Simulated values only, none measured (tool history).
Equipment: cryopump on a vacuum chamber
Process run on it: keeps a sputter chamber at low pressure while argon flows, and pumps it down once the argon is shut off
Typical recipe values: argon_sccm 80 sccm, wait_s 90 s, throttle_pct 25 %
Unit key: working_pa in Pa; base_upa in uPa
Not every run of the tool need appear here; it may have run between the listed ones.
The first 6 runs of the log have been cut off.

run,hour,argon_sccm,wait_s,throttle_pct,hours of work since the pump was warmed up and emptied,hours of work since the cold head was overhauled,hours of work since the chamber's fittings were tightened,working_pa,base_upa
7,109.6,80,158,25,698,698,1576,0.433,1.97
8,135.6,80,158,25,718,718,1597,0.4326,1.95
9,162.2,80,158,25,740,740,1618,0.4326,2.02
10,193.4,80,90,25,764,764,1643,0.4323,2.46
11,222.2,80,90,25,787,787,1666,0.4334,2.51
12,245.7,80,90,25,806,806,1684,0.4392,2.49
13,276.5,80,90,25,831,831,1709,0.4363,2.48
# hour 295: pump warmed up, emptied and cooled again
14,300.8,154,90,25,5,846,1724,0.7849,2.19
15,330.3,154,90,25,28,870,1748,0.7907,2.19
16,347.8,80,90,36,42,884,1762,0.2842,2.23
17,367.8,80,90,36,58,900,1778,0.2847,2.23
18,396.9,80,90,36,81,923,1801,0.2866,2.25
19,424.1,80,90,36,103,944,1823,0.2869,2.29
20,443,44,52,36,118,960,1838,0.1592,2.95
21,466.7,51,31,50,137,978,1857,0.1327,4.04
22,490,51,31,50,156,997,1875,0.133,3.98
23,517.4,53,90,33,177,1019,1897,0.2097,2.28
24,533.7,34,118,40,190,1032,1910,0.1104,2.16
25,560.7,81,90,25,212,1053,1932,0.4175,2.34

What will run 26 give?
26,586.8,81,90,25,233,1074,1952,?,?

working_pa: 0.4207 Pa
base_upa: 2.41 uPa
With the hidden condition absent and the run-to-run variation left alone, this run would have shown working_pa 0.4112 Pa, base_upa 1.15 uPa.
